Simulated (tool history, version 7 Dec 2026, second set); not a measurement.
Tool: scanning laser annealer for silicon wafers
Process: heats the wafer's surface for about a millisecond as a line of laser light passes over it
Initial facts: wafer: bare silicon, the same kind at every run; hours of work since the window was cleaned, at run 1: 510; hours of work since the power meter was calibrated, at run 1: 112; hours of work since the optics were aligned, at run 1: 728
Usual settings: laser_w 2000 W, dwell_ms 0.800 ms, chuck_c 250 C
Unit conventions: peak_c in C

run	day	laser_w	dwell_ms	chuck_c	hours of work since the window was cleaned	hours of work since the power meter was calibrated	hours of work since the optics were aligned	peak_c
1	0.000	2000	0.800	250	510	112	728	1000
2	0.700	2000	0.800	250	519	122	737	998
3	1.146	2000	0.800	250	525	127	743	998
4	1.654	2000	0.738	250	532	134	750	965
5	2.104	2000	0.738	250	537	140	755	966
6	2.783	2000	0.738	250	546	149	764	963
7	3.362	2000	0.738	250	554	156	772	965
# day 3.604: optics aligned, line set to its width
8	4.200	2000	0.738	250	562	165	8	960
9	4.792	2000	0.738	250	570	172	16	957
# day 5.125: optics aligned, line set to its width, once more
10	5.575	2000	0.738	250	577	180	6	980
11	6.146	2000	0.800	236	585	187	13	992
12	6.875	1841	0.704	255	594	197	23	898
13	7.288	1841	0.704	255	600	202	28	894
14	7.646	2000	0.666	250	604	207	33	943
15	8.075	1882	0.899	229	610	213	39	971
16	8.708	1808	0.977	277	618	221	47	1011
17	9.325	2154	0.635	277	627	229	55	1016
18	9.638	2189	0.983	226	631	233	59	1156
19	10.071	2000	0.800	271	636	239	65	1026
20	10.650	2000	0.800	271	644	246	72	1022
21	10.962	2000	0.777	271	648	250	76	1014

Here are 5 independent what-if runs from the current tool condition. What would each one return?
A	11.325	2032	0.992	273	653	255	81	?
B	11.325	2129	0.800	288	653	255	81	?
C	11.325	1728	0.770	250	653	255	81	?
D	11.325	2000	0.777	238	653	255	81	?
E	11.325	2101	0.617	249	653	255	81	?

run	peak_c
A	1121
B	1095
C	866
D	982
E	954
Take away the tool's hidden state, keep each run's random variation, and the runs would have read:
run	peak_c
A	1180
B	1151
C	908
D	1033
E	1002
